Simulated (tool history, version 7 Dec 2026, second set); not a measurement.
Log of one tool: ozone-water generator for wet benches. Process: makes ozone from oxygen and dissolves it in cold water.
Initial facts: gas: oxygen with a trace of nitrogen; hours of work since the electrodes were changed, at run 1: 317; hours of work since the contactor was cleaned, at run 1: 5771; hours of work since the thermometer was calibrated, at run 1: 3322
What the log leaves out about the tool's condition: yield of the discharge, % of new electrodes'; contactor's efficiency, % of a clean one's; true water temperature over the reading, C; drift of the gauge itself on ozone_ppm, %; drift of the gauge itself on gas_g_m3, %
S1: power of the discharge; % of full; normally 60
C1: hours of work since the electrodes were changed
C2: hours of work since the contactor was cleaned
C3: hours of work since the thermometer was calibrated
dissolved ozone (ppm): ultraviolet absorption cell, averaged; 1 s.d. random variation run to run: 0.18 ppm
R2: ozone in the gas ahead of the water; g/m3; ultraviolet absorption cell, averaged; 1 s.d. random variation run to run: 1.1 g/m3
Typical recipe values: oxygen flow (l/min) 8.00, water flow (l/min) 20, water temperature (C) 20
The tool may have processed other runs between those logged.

{"run": 1, "day": 0.0, "S1": 60, "oxygen flow (l/min)": 8.0, "water flow (l/min)": 20, "water temperature (C)": 20, "C1": 317, "C2": 5771, "C3": 3322, "dissolved ozone (ppm)": 23.5, "R2": 192.3}
{"run": 2, "day": 1.454, "S1": 60, "oxygen flow (l/min)": 8.0, "water flow (l/min)": 20, "water temperature (C)": 20, "C1": 341, "C2": 5795, "C3": 3345, "dissolved ozone (ppm)": 23.0, "R2": 192.0}
{"run": 3, "day": 2.896, "S1": 48, "oxygen flow (l/min)": 8.0, "water flow (l/min)": 20, "water temperature (C)": 20, "C1": 364, "C2": 5818, "C3": 3368, "dissolved ozone (ppm)": 20.2, "R2": 169.1}
{"run": 4, "day": 3.812, "S1": 48, "oxygen flow (l/min)": 7.61, "water flow (l/min)": 20, "water temperature (C)": 20, "C1": 379, "C2": 5833, "C3": 3383, "dissolved ozone (ppm)": 20.5, "R2": 173.2}
{"run": 5, "day": 5.142, "S1": 48, "oxygen flow (l/min)": 7.61, "water flow (l/min)": 20, "water temperature (C)": 20, "C1": 400, "C2": 5854, "C3": 3404, "dissolved ozone (ppm)": 20.3, "R2": 173.0}
{"run": 6, "day": 7.0, "S1": 48, "oxygen flow (l/min)": 7.61, "water flow (l/min)": 20, "water temperature (C)": 20, "C1": 430, "C2": 5884, "C3": 3434, "dissolved ozone (ppm)": 20.6, "R2": 173.0}
{"run": 7, "day": 8.008, "S1": 60, "oxygen flow (l/min)": 8.0, "water flow (l/min)": 20, "water temperature (C)": 20, "C1": 446, "C2": 5900, "C3": 3450, "dissolved ozone (ppm)": 23.0, "R2": 192.0}
{"day": 8.192, "done": "water thermometer calibrated"}
{"run": 8, "day": 9.117, "S1": 60, "oxygen flow (l/min)": 8.0, "water flow (l/min)": 20, "water temperature (C)": 20, "C1": 463, "C2": 5917, "C3": 15, "dissolved ozone (ppm)": 23.1, "R2": 192.8}
{"run": 9, "day": 10.504, "S1": 60, "oxygen flow (l/min)": 8.0, "water flow (l/min)": 20, "water temperature (C)": 20, "C1": 486, "C2": 5940, "C3": 37, "dissolved ozone (ppm)": 23.1, "R2": 192.7}
{"run": 10, "day": 12.125, "S1": 60, "oxygen flow (l/min)": 8.0, "water flow (l/min)": 18, "water temperature (C)": 13, "C1": 512, "C2": 5966, "C3": 63, "dissolved ozone (ppm)": 27.9, "R2": 192.4}
{"day": 12.283, "done": "water thermometer calibrated, once more"}
{"run": 11, "day": 13.208, "S1": 60, "oxygen flow (l/min)": 8.0, "water flow (l/min)": 18, "water temperature (C)": 13, "C1": 529, "C2": 5983, "C3": 15, "dissolved ozone (ppm)": 28.1, "R2": 192.2}
{"run": 12, "day": 14.875, "S1": 61, "oxygen flow (l/min)": 5.75, "water flow (l/min)": 24, "water temperature (C)": 13, "C1": 556, "C2": 6009, "C3": 42, "dissolved ozone (ppm)": 22.9, "R2": 238.6}
{"run": 13, "day": 15.754, "S1": 60, "oxygen flow (l/min)": 11.36, "water flow (l/min)": 20, "water temperature (C)": 14, "C1": 570, "C2": 6024, "C3": 56, "dissolved ozone (ppm)": 23.9, "R2": 153.9}

Expected results for the next run?
{"run": 14, "day": 17.392, "S1": 60, "oxygen flow (l/min)": 11.36, "water flow (l/min)": 20, "water temperature (C)": 14, "C1": 596, "C2": 6050, "C3": 82, "dissolved ozone (ppm)": "?", "R2": "?"}

dissolved ozone (ppm): 24.0
R2: 157.3 g/m3
The same run, on a tool lacking any hidden state, would have yielded dissolved ozone (ppm) 26.0, R2 159.9 g/m3.

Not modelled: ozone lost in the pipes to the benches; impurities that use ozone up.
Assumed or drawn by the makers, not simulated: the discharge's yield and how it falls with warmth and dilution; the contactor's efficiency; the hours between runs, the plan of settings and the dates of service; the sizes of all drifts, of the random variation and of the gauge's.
